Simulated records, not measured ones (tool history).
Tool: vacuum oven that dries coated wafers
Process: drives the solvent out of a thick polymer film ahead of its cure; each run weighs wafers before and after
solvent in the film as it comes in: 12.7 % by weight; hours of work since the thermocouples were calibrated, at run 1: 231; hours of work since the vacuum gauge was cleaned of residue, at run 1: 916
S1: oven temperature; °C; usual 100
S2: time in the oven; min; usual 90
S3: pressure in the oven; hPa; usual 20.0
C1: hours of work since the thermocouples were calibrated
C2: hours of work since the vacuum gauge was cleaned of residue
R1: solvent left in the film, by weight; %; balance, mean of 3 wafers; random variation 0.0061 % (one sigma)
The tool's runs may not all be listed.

run,hour,S1,S2,S3,C1,C2,R1
1,0.0,100,90,20.0,231,916,3.024
2,19.4,100,90,20.0,244,929,3.026
3,46.1,100,90,13.7,262,948,2.652
4,87.1,100,90,13.7,290,976,2.656
5,111.6,100,90,13.7,307,993,2.653
6,138.3,100,90,13.7,325,1011,2.651
7,176.0,100,90,13.7,351,1037,2.657
8,198.1,100,90,13.7,366,1052,2.647
9,218.2,85,90,20.0,380,1066,5.716
10,251.5,85,90,20.0,403,1089,5.727
11,277.3,100,90,20.0,421,1106,3.020
12,312.5,100,53,20.0,445,1130,4.668
13,338.9,100,52,20.0,463,1148,4.733
14,360.0,91,90,20.0,477,1163,4.562
15,384.4,92,90,20.0,494,1180,4.373
16,421.7,100,47,20.0,520,1205,5.067
17,440.6,88,90,20.0,533,1218,5.128
18,465.3,88,90,20.0,550,1235,5.136
19,495.3,100,90,20.0,570,1256,3.029
20,534.1,100,90,19.9,597,1282,3.012
21,556.9,100,90,48.7,612,1298,4.683
22,599.5,100,157,74.7,642,1327,5.435
23,622.5,100,157,74.7,657,1343,5.454
24,647.8,100,90,30.2,675,1360,3.602
25,667.6,93,90,20.0,688,1374,4.189
26,705.2,86,61,29.3,714,1400,7.308
27,738.4,98,53,20.0,737,1422,4.995
# hour 743.7: vacuum gauge cleaned of residue and calibrated
28,770.0,100,90,36.2,757,18,3.768
29,790.3,100,90,36.2,771,32,3.781
30,822.3,98,90,17.8,793,54,3.009

Run 31 comes next. What will it give?
31,855.7,95,90,34.2,816,77,?

{"run 31": {"R1": 4.565}}
Without the tool's hidden state the same run would have given R1 4.770 %.

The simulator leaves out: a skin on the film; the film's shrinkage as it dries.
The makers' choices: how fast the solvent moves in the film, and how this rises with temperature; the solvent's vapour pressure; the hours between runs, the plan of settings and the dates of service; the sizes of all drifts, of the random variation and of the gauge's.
